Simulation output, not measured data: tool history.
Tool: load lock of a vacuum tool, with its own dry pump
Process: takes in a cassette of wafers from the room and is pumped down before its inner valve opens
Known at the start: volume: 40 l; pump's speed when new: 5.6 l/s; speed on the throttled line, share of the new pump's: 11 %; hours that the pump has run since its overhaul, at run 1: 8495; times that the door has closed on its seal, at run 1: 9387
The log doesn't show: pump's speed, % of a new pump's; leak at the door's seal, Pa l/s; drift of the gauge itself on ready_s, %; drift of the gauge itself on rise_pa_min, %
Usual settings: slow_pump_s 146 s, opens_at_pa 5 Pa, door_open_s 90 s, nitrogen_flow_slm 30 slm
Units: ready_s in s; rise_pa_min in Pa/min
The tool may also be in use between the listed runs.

run    hour  slow_pump_s  opens_at_pa  door_open_s  nitrogen_flow_slm  hours that the pump has run since its overhaul  times that the door has closed on its seal  incoming humidity of the room's air, %  ready_s  rise_pa_min
  1     0.0          146            5           90                 30                                            8495                                        9387                                    48.0    206.4        0.072
  2   182.8          146            5           90                 30                                            8677                                        9848                                    47.7    204.8        0.082
  3   382.7          146            5           90                 30                                            8877                                       10352                                    47.1    204.9        0.081
  4   590.6          146            5           90                 30                                            9085                                       10877                                    42.6    207.1        0.080
  5   795.7          146            5           90                 30                                            9290                                       11394                                    44.7    207.4        0.081
  6  1005.2          146            5           90                 11                                            9500                                       11923                                    43.1    207.2        0.100
  7  1181.2          146            5           90                 11                                            9676                                       12367                                    48.8    205.5        0.116
  8  1431.2          146            5           90                 11                                            9926                                       12998                                    47.0    207.0        0.112
  9  1639.6          146            5           90                 11                                           10134                                       13524                                    44.1    206.1        0.114
 10  1772.7          146            5           90                 11                                           10267                                       13860                                    47.3    205.5        0.122
 11  1987.9          146            5           89                 30                                           10483                                       14403                                    45.0    208.2        0.104
 12  2151.7          146            5           89                 30                                           10646                                       14816                                    45.0    203.8        0.103
 13  2335.7          146            5           89                 30                                           10830                                       15281                                    47.4    207.3        0.108
 14  2576.7          146            5           89                 30                                           11071                                       15889                                    47.9    209.5        0.114
 15  2831.0          146            5           90                 30                                           11326                                       16531                                    44.5    205.5        0.123
 16  3076.4          225            5          116                 13                                           11571                                       17150                                    41.8    274.1        0.141
 17  3272.2          225            5          116                 13                                           11767                                       17644                                    45.3    276.6        0.150
 18  3412.3          146            5           90                  8                                           11907                                       17998                                    47.0    206.4        0.150
 19  3602.0          146            4          110                 30                                           12097                                       18476                                    44.9    209.7        0.137
 20  3729.3          146            5           90                 28                                           12224                                       18798                                    44.4    207.3        0.140
 21  3895.2          146            5           90                 28                                           12390                                       19216                                    45.6    206.2        0.141
 22  4132.0          146            9           90                 28                                           12627                                       19814                                    44.7    202.3        0.147
 23  4334.6          146            9           90                 28                                           12829                                       20325                                    41.9    203.0        0.150
 24  4445.8          108            4          102                 35                                           12940                                       20606                                    44.2    178.7        0.150
 25  4670.6          108            4          102                 35                                           13165                                       21173                                    45.7    175.4        0.152
 26  4920.3           84            4          150                  6                                           13415                                       21803                                    43.7    156.2        0.191
 27  5166.7          102            5           90                 30                                           13661                                       22425                                    47.0    170.1        0.164

Run 28 comes next. What will it give?
 28  5383.6          102            5          109                  6                                           13878                                       22972                                    47.2        ?            ?

{"run 28": {"ready_s": 171.3, "rise_pa_min": 0.209}}
Without the tool's hidden state the same run would have given ready_s 163.0 s, rise_pa_min 0.070 Pa/min.

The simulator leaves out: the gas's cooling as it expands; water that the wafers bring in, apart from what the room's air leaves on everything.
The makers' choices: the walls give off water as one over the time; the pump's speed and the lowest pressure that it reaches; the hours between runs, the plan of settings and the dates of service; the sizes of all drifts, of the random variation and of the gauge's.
